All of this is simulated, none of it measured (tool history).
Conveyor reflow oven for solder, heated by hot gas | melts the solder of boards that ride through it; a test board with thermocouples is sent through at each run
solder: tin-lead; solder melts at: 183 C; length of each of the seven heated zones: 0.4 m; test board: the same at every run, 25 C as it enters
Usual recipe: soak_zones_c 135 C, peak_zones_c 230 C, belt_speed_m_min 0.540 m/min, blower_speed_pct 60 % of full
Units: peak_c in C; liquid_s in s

| run | hour | soak_zones_c | peak_zones_c | belt_speed_m_min | blower_speed_pct | peak_c | liquid_s |
|---|---|---|---|---|---|---|---|
| 1 | 0.0 | 135 | 230 | 0.540 | 60 | 204.5 | 49.1 |
| 2 | 80.5 | 135 | 233 | 0.540 | 60 | 206.6 | 52.5 |
| 3 | 147.7 | 135 | 233 | 0.540 | 60 | 206.7 | 51.5 |
|  | 214.4 | thermocouples of zones 6 and 7 changed |
| 4 | 221.2 | 135 | 230 | 0.540 | 60 | 207.1 | 52.1 |
| 5 | 262.3 | 135 | 236 | 0.540 | 60 | 210.7 | 58.0 |
| 6 | 334.2 | 135 | 236 | 0.540 | 60 | 210.3 | 58.1 |
|  | 404.6 | flux residue cleaned out of gas plates and filters |
| 7 | 430.7 | 135 | 236 | 0.540 | 60 | 213.8 | 62.1 |
| 8 | 485.1 | 135 | 230 | 0.572 | 60 | 207.0 | 50.3 |
| 9 | 570.2 | 135 | 230 | 0.572 | 60 | 206.8 | 49.3 |
| 10 | 652.2 | 135 | 230 | 0.625 | 60 | 202.3 | 39.6 |
| 11 | 709.6 | 135 | 230 | 0.540 | 80 | 212.8 | 60.4 |
| 12 | 797.5 | 135 | 230 | 0.540 | 80 | 211.7 | 61.0 |
| 13 | 889.9 | 135 | 230 | 0.540 | 80 | 211.3 | 60.2 |
| 14 | 960.3 | 125 | 230 | 0.540 | 60 | 204.2 | 46.4 |
| 15 | 999.8 | 125 | 230 | 0.540 | 60 | 204.0 | 46.5 |
|  | 1010.8 | belt drive overhauled, speed set with a stopwatch |
| 16 | 1084.8 | 131 | 230 | 0.540 | 59 | 205.3 | 49.6 |
| 17 | 1171.0 | 128 | 224 | 0.540 | 71 | 202.2 | 44.6 |
|  | 1200.5 | belt drive overhauled, speed set with a stopwatch, once more |
| 18 | 1232.0 | 128 | 224 | 0.540 | 71 | 201.0 | 42.0 |
| 19 | 1301.4 | 133 | 224 | 0.507 | 74 | 204.2 | 53.1 |
| 20 | 1366.2 | 126 | 219 | 0.475 | 52 | 195.6 | 38.0 |
| 21 | 1407.2 | 148 | 243 | 0.524 | 86 | 224.1 | 79.1 |
|  | 1483.5 | flux residue cleaned out of gas plates and filters |
| 22 | 1487.0 | 148 | 243 | 0.524 | 86 | 227.5 | 81.2 |
| 23 | 1529.8 | 121 | 227 | 0.457 | 87 | 212.8 | 68.5 |
| 24 | 1585.5 | 121 | 227 | 0.457 | 87 | 212.2 | 69.4 |
| 25 | 1626.2 | 135 | 230 | 0.540 | 60 | 206.8 | 52.7 |
| 26 | 1695.3 | 135 | 230 | 0.540 | 60 | 206.1 | 52.0 |
| 27 | 1783.3 | 135 | 230 | 0.540 | 60 | 205.6 | 52.1 |
| 28 | 1859.3 | 122 | 225 | 0.636 | 68 | 194.5 | 23.8 |
| 29 | 1926.5 | 122 | 228 | 0.529 | 68 | 203.6 | 45.0 |

Each row is a separate what-if for the run after 29, all from the same tool condition, not one after another. Results?
| A | 1984.1 | 131 | 231 | 0.540 | 75 | ? | ? |
| B | 1984.1 | 135 | 228 | 0.529 | 68 | ? | ? |
| C | 1984.1 | 135 | 230 | 0.540 | 60 | ? | ? |
| D | 1984.1 | 139 | 219 | 0.433 | 60 | ? | ? |
| E | 1984.1 | 122 | 224 | 0.588 | 78 | ? | ? |

| run | peak_c | liquid_s |
|---|---|---|
| A | 208.4 | 54.1 |
| B | 205.0 | 54.3 |
| C | 206.0 | 50.4 |
| D | 203.2 | 65.6 |
| E | 198.7 | 34.1 |
Without the tool's unlogged condition, the same runs would have read:
| run | peak_c | liquid_s |
|---|---|---|
| A | 212.8 | 59.0 |
| B | 209.2 | 59.5 |
| C | 210.1 | 55.7 |
| D | 206.9 | 71.6 |
| E | 203.3 | 40.8 |
